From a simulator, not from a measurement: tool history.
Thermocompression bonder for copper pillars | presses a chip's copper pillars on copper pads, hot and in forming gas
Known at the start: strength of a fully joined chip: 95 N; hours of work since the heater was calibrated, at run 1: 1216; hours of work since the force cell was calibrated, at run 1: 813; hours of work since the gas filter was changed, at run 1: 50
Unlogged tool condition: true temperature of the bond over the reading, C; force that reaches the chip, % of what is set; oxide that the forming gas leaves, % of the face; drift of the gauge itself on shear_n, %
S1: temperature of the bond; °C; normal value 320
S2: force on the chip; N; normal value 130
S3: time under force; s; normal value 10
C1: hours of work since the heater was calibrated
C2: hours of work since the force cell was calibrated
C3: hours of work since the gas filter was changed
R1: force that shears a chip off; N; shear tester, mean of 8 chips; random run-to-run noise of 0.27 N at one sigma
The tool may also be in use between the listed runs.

run	hour	S1	S2	S3	C1	C2	C3	R1
1	0	320	130	10	1216	813	50	36.6
2	37.7	320	130	10	1233	830	67	36
3	68.9	320	130	10	1247	843	81	36.5
4	128.9	315	130	10	1273	870	107	33.5
5	195.7	320	122	10	1303	899	137	34.9
6	249.8	320	122	10	1326	923	161	34.5
7	301.5	320	122	10	1349	946	183	34.4
8	350.9	320	130	10	1371	968	205	34.6
9	411.3	320	130	10	1398	994	232	34.7
# hour 448.7: forming gas filter changed
10	466.7	320	130	25	1422	1019	8	51.1
11	507.3	320	130	10	1440	1037	26	36.8
12	545	320	130	10	1457	1053	43	36
# hour 578.4: force cell calibrated
13	584.9	320	130	10	1474	3	59	37.7
14	646.6	320	130	10	1501	30	87	37.2
15	684.8	320	130	10	1518	47	104	36.9
16	726	320	130	10	1536	65	122	36.9
17	764.2	320	130	10	1553	82	139	36.7
18	808.3	320	130	10	1572	102	158	37.1
19	837.8	347	130	10	1585	115	171	48.2
20	870.1	320	130	6	1599	129	185	29.8
21	921.4	320	89	8	1622	151	208	27.9
22	965.6	327	130	20	1642	171	228	50.2
# hour 1017.2: forming gas filter changed
23	1017.2	320	98	10	1664	193	0	32.9
24	1072.1	306	125	10	1688	218	24	31.3
25	1138.7	306	125	10	1718	247	54	31.2
26	1192.3	299	125	26	1741	271	77	41.2
27	1224	306	96	10	1755	285	91	27.3
# hour 1231.9: heater calibrated with a thermocouple chip
28	1274.3	334	92	26	19	306	113	48.7
29	1332.1	324	79	13	44	332	138	32.1
30	1377.2	324	79	13	64	352	158	31.7
31	1406.4	321	146	20	77	364	171	47.5
32	1455.6	321	146	20	99	386	193	46.6
33	1501	320	130	21	119	406	213	44.9
34	1566	297	103	10	147	435	241	22.2
# hour 1583.7: forming gas filter changed
35	1626.3	329	183	7	174	461	19	40.5
36	1663.2	320	97	8	190	478	35	28.3
37	1731.9	320	97	8	221	508	65	27.8
38	1793.1	320	156	16	248	535	92	45.6
39	1845.4	320	156	16	271	558	116	45.2
40	1874.4	320	121	26	283	571	128	47.8

A few steps of R1 between consecutive runs. Split each: what settings, incoming material and random variation would produce without the hidden state, and what is left over for the hidden state, along with gauge scatter present in only one of the two compared results (measured, and without hidden state):
Run 9 -> 10: S3 10 -> 25, forming gas filter changed. R1 +16.4 N: hidden state +1.8, all else +14.6.
Run 21 -> 22: S1 320 -> 327, S2 89 -> 130, S3 8 -> 20. R1 +22.3 N: hidden state -0.4, all else +22.7.
Run 22 -> 23: S1 327 -> 320, S2 130 -> 98, S3 20 -> 10, forming gas filter changed. R1 -17.3 N: hidden state +1.8, all else -19.1.
Run 27 -> 28: S1 306 -> 334, S2 96 -> 92, S3 10 -> 26, heater calibrated with a thermocouple chip. R1 +21.4 N: hidden state -2.9, all else +24.3.
Run 33 -> 34: S1 320 -> 297, S2 130 -> 103, S3 21 -> 10. R1 -22.7 N: hidden state +1, all else -23.7.
